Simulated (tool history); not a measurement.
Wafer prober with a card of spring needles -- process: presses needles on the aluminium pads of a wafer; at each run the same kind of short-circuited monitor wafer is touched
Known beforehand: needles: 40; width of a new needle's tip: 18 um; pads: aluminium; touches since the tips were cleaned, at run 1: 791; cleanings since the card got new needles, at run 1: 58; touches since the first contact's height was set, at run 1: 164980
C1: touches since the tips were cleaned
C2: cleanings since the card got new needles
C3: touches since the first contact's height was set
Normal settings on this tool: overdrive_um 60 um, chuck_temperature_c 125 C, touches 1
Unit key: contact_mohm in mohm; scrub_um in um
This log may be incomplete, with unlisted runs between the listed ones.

run 1 hour=0 | overdrive_um=60 chuck_temperature_c=125 touches=1 | C1=791 C2=58 C3=164980 | contact_mohm=133 scrub_um=13.5
-- hour=19.1 tips cleaned on abrasive film
run 2 hour=31.8 | overdrive_um=60 chuck_temperature_c=125 touches=2 | C1=3738 C2=59 C3=174345 | contact_mohm=135 scrub_um=13.47
-- hour=41.6 tips cleaned on abrasive film
run 3 hour=53.4 | overdrive_um=60 chuck_temperature_c=125 touches=2 | C1=3463 C2=60 C3=180689 | contact_mohm=136 scrub_um=13.54
-- hour=62.5 tips cleaned on abrasive film
run 4 hour=81.4 | overdrive_um=60 chuck_temperature_c=34 touches=1 | C1=5582 C2=61 C3=188958 | contact_mohm=120 scrub_um=13.64
-- hour=83.7 tips cleaned on abrasive film
-- hour=105 tips cleaned on abrasive film
run 5 hour=107 | overdrive_um=60 chuck_temperature_c=34 touches=1 | C1=582 C2=63 C3=196449 | contact_mohm=121 scrub_um=13.42
-- hour=126.6 tips cleaned on abrasive film
run 6 hour=132.3 | overdrive_um=60 chuck_temperature_c=34 touches=1 | C1=1665 C2=64 C3=203896 | contact_mohm=122 scrub_um=13.57
-- hour=147 tips cleaned on abrasive film
run 7 hour=157.9 | overdrive_um=60 chuck_temperature_c=34 touches=3 | C1=3228 C2=65 C3=211450 | contact_mohm=121 scrub_um=13.71
-- hour=167.7 tips cleaned on abrasive film
-- hour=188.4 tips cleaned on abrasive film
run 8 hour=190.6 | overdrive_um=60 chuck_temperature_c=34 touches=3 | C1=657 C2=67 C3=221041 | contact_mohm=120 scrub_um=13.55
-- hour=211.6 tips cleaned on abrasive film
-- hour=211.9 height of the first contact set anew
-- hour=233.9 tips cleaned on abrasive film
run 9 hour=234.6 | overdrive_um=60 chuck_temperature_c=34 touches=3 | C1=193 C2=69 C3=6686 | contact_mohm=119 scrub_um=13.51
-- hour=254.8 tips cleaned on abrasive film
-- hour=275.4 tips cleaned on abrasive film
run 10 hour=280.2 | overdrive_um=60 chuck_temperature_c=34 touches=3 | C1=1437 C2=71 C3=20110 | contact_mohm=121 scrub_um=13.56
-- hour=298.9 tips cleaned on abrasive film
run 11 hour=301.3 | overdrive_um=60 chuck_temperature_c=125 touches=1 | C1=707 C2=72 C3=26313 | contact_mohm=136 scrub_um=13.65
-- hour=319.8 tips cleaned on abrasive film
-- hour=341.4 tips cleaned on abrasive film
run 12 hour=343.1 | overdrive_um=60 chuck_temperature_c=125 touches=3 | C1=527 C2=74 C3=38620 | contact_mohm=134 scrub_um=13.47
-- hour=364.4 tips cleaned on abrasive film
run 13 hour=373.9 | overdrive_um=60 chuck_temperature_c=125 touches=3 | C1=2810 C2=75 C3=47684 | contact_mohm=135 scrub_um=13.52
-- hour=386.8 tips cleaned on abrasive film
-- hour=409.2 tips cleaned on abrasive film
run 14 hour=413.9 | overdrive_um=60 chuck_temperature_c=125 touches=3 | C1=1383 C2=77 C3=59443 | contact_mohm=134 scrub_um=13.5
-- hour=430.9 tips cleaned on abrasive film
run 15 hour=434.3 | overdrive_um=60 chuck_temperature_c=125 touches=1 | C1=1007 C2=78 C3=65435 | contact_mohm=137 scrub_um=13.61
-- hour=453.8 tips cleaned on abrasive film
run 16 hour=465.1 | overdrive_um=60 chuck_temperature_c=125 touches=1 | C1=3362 C2=79 C3=74526 | contact_mohm=136 scrub_um=13.55
-- hour=476.3 tips cleaned on abrasive film
run 17 hour=490.3 | overdrive_um=60 chuck_temperature_c=125 touches=2 | C1=4125 C2=80 C3=81928 | contact_mohm=137 scrub_um=13.47
-- hour=498.6 tips cleaned on abrasive film
-- hour=519.1 tips cleaned on abrasive film
run 18 hour=519.1 | overdrive_um=42 chuck_temperature_c=101 touches=3 | C1=0 C2=82 C3=90394 | contact_mohm=142 scrub_um=9.62
-- hour=541.1 tips cleaned on abrasive film
run 19 hour=547 | overdrive_um=71 chuck_temperature_c=88 touches=1 | C1=1742 C2=83 C3=98597 | contact_mohm=126 scrub_um=16.04
-- hour=563.8 tips cleaned on abrasive film
run 20 hour=574.8 | overdrive_um=59 chuck_temperature_c=69 touches=1 | C1=3235 C2=84 C3=106782 | contact_mohm=129 scrub_um=13.36
-- hour=588.2 tips cleaned on abrasive film
-- hour=610.4 tips cleaned on abrasive film
run 21 hour=617.1 | overdrive_um=43 chuck_temperature_c=33 touches=2 | C1=1985 C2=86 C3=119225 | contact_mohm=129 scrub_um=9.65
-- hour=632.6 tips cleaned on abrasive film
run 22 hour=636.3 | overdrive_um=61 chuck_temperature_c=99 touches=2 | C1=1094 C2=87 C3=124868 | contact_mohm=130 scrub_um=13.67
-- hour=654.4 tips cleaned on abrasive film
run 23 hour=662.6 | overdrive_um=41 chuck_temperature_c=40 touches=2 | C1=2416 C2=88 C3=132612 | contact_mohm=135 scrub_um=9.19
-- hour=676.3 tips cleaned on abrasive film
run 24 hour=691.6 | overdrive_um=41 chuck_temperature_c=40 touches=2 | C1=4543 C2=89 C3=141170 | contact_mohm=133 scrub_um=9.17
-- hour=699.3 tips cleaned on abrasive film
-- hour=721.4 tips cleaned on abrasive film
run 25 hour=732.2 | overdrive_um=78 chuck_temperature_c=125 touches=1 | C1=3187 C2=91 C3=153108 | contact_mohm=131 scrub_um=17.64
-- hour=742.7 tips cleaned on abrasive film
-- hour=763.3 tips cleaned on abrasive film
run 26 hour=768.6 | overdrive_um=78 chuck_temperature_c=125 touches=1 | C1=1550 C2=93 C3=163796 | contact_mohm=127 scrub_um=17.61
-- hour=785.8 tips cleaned on abrasive film
-- hour=807.6 tips cleaned on abrasive film
run 27 hour=807.8 | overdrive_um=60 chuck_temperature_c=72 touches=1 | C1=68 C2=95 C3=175326 | contact_mohm=127 scrub_um=13.62
-- hour=830.4 tips cleaned on abrasive film
run 28 hour=839.6 | overdrive_um=60 chuck_temperature_c=72 touches=1 | C1=2747 C2=96 C3=184709 | contact_mohm=127 scrub_um=13.62
-- hour=853.5 tips cleaned on abrasive film
-- hour=874.7 tips cleaned on abrasive film
run 29 hour=881.2 | overdrive_um=66 chuck_temperature_c=72 touches=2 | C1=1920 C2=98 C3=196930 | contact_mohm=123 scrub_um=14.88
-- hour=896.9 tips cleaned on abrasive film
-- hour=918.5 tips cleaned on abrasive film
run 30 hour=926.8 | overdrive_um=60 chuck_temperature_c=41 touches=1 | C1=2454 C2=100 C3=210356 | contact_mohm=122 scrub_um=13.63
-- hour=941.4 tips cleaned on abrasive film
run 31 hour=960 | overdrive_um=60 chuck_temperature_c=41 touches=1 | C1=5487 C2=101 C3=220126 | contact_mohm=124 scrub_um=13.46

Below are 3 alternative next runs, each starting from the tool's condition after run 31. Predict each:
-- hour=963.4 tips cleaned on abrasive film
-- hour=982 height of the first contact set anew
-- hour=985.8 tips cleaned on abrasive film
run A hour=985.9 | overdrive_um=60 chuck_temperature_c=31 touches=2 | C1=18 C2=103 C3=1107 | contact_mohm=? scrub_um=?
-- hour=963.4 tips cleaned on abrasive film
-- hour=982 height of the first contact set anew
-- hour=985.8 tips cleaned on abrasive film
run B hour=985.9 | overdrive_um=60 chuck_temperature_c=34 touches=1 | C1=18 C2=103 C3=1107 | contact_mohm=? scrub_um=?
-- hour=963.4 tips cleaned on abrasive film
-- hour=982 height of the first contact set anew
-- hour=985.8 tips cleaned on abrasive film
run C hour=985.9 | overdrive_um=43 chuck_temperature_c=41 touches=1 | C1=18 C2=103 C3=1107 | contact_mohm=? scrub_um=?

run=A contact_mohm=119 scrub_um=13.47
run=B contact_mohm=120 scrub_um=13.37
run=C contact_mohm=132 scrub_um=9.87
Stripped of hidden state, with their random variation kept, the same runs would have yielded:
run=A contact_mohm=119 scrub_um=13.47
run=B contact_mohm=120 scrub_um=13.37
run=C contact_mohm=132 scrub_um=9.87

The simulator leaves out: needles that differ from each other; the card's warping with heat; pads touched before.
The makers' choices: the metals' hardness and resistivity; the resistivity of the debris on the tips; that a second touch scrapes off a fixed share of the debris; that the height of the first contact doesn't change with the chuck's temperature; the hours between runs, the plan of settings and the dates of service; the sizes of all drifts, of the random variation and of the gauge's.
